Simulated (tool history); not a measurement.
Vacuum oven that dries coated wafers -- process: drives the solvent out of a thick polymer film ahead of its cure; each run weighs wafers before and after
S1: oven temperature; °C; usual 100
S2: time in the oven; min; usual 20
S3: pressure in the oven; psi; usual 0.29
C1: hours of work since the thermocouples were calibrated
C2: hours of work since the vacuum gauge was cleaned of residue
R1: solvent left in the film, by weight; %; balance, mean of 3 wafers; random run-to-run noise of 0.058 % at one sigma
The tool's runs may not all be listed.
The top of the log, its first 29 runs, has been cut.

{"run": 30, "day": 101.992, "S1": 100, "S2": 36, "S3": 0.29, "C1": 148, "C2": 742, "R1": 2.5}
{"run": 31, "day": 104.296, "S1": 111, "S2": 20, "S3": 0.261, "C1": 188, "C2": 783, "R1": 1.58}
{"run": 32, "day": 108.7, "S1": 103, "S2": 20, "S3": 0.473, "C1": 266, "C2": 860, "R1": 3.95}
{"run": 33, "day": 111.838, "S1": 103, "S2": 20, "S3": 0.473, "C1": 322, "C2": 916, "R1": 3.88}
{"run": 34, "day": 115.862, "S1": 94, "S2": 15, "S3": 0.473, "C1": 393, "C2": 987, "R1": 7.38}
{"run": 35, "day": 118.25, "S1": 114, "S2": 15, "S3": 0.209, "C1": 435, "C2": 1029, "R1": 1.23}
{"run": 36, "day": 121.758, "S1": 102, "S2": 14, "S3": 0.146, "C1": 497, "C2": 1091, "R1": 2.84}
{"run": 37, "day": 125.988, "S1": 102, "S2": 14, "S3": 0.146, "C1": 572, "C2": 1166, "R1": 3.05}
{"run": 38, "day": 130.783, "S1": 102, "S2": 14, "S3": 0.146, "C1": 656, "C2": 1250, "R1": 2.92}
{"run": 39, "day": 134.538, "S1": 102, "S2": 31, "S3": 0.146, "C1": 722, "C2": 1317, "R1": 1.49}
{"run": 40, "day": 138.542, "S1": 102, "S2": 31, "S3": 0.146, "C1": 793, "C2": 1387, "R1": 1.45}
{"run": 41, "day": 141.279, "S1": 102, "S2": 31, "S3": 0.146, "C1": 842, "C2": 1436, "R1": 1.38}
{"run": 42, "day": 145.688, "S1": 102, "S2": 31, "S3": 0.146, "C1": 919, "C2": 1514, "R1": 1.54}
{"run": 43, "day": 149.742, "S1": 107, "S2": 27, "S3": 0.155, "C1": 991, "C2": 1585, "R1": 1.15}
{"run": 44, "day": 153.562, "S1": 90, "S2": 20, "S3": 0.508, "C1": 1058, "C2": 1653, "R1": 8.48}

Predict each of these 3 candidate next runs independently; none follows another, all start after run 44:
{"run": "A", "day": 156.892, "S1": 99, "S2": 20, "S3": 0.457, "C1": 1117, "C2": 1711, "R1": "?"}
{"run": "B", "day": 156.892, "S1": 106, "S2": 16, "S3": 0.648, "C1": 1117, "C2": 1711, "R1": "?"}
{"run": "C", "day": 156.892, "S1": 97, "S2": 20, "S3": 0.222, "C1": 1117, "C2": 1711, "R1": "?"}

run=A R1=5.09
run=B R1=4.91
run=C R1=3.6
Take away the tool's hidden state, keep each run's random variation, and the runs would have read:
run=A R1=4.45
run=B R1=4.37
run=C R1=2.97
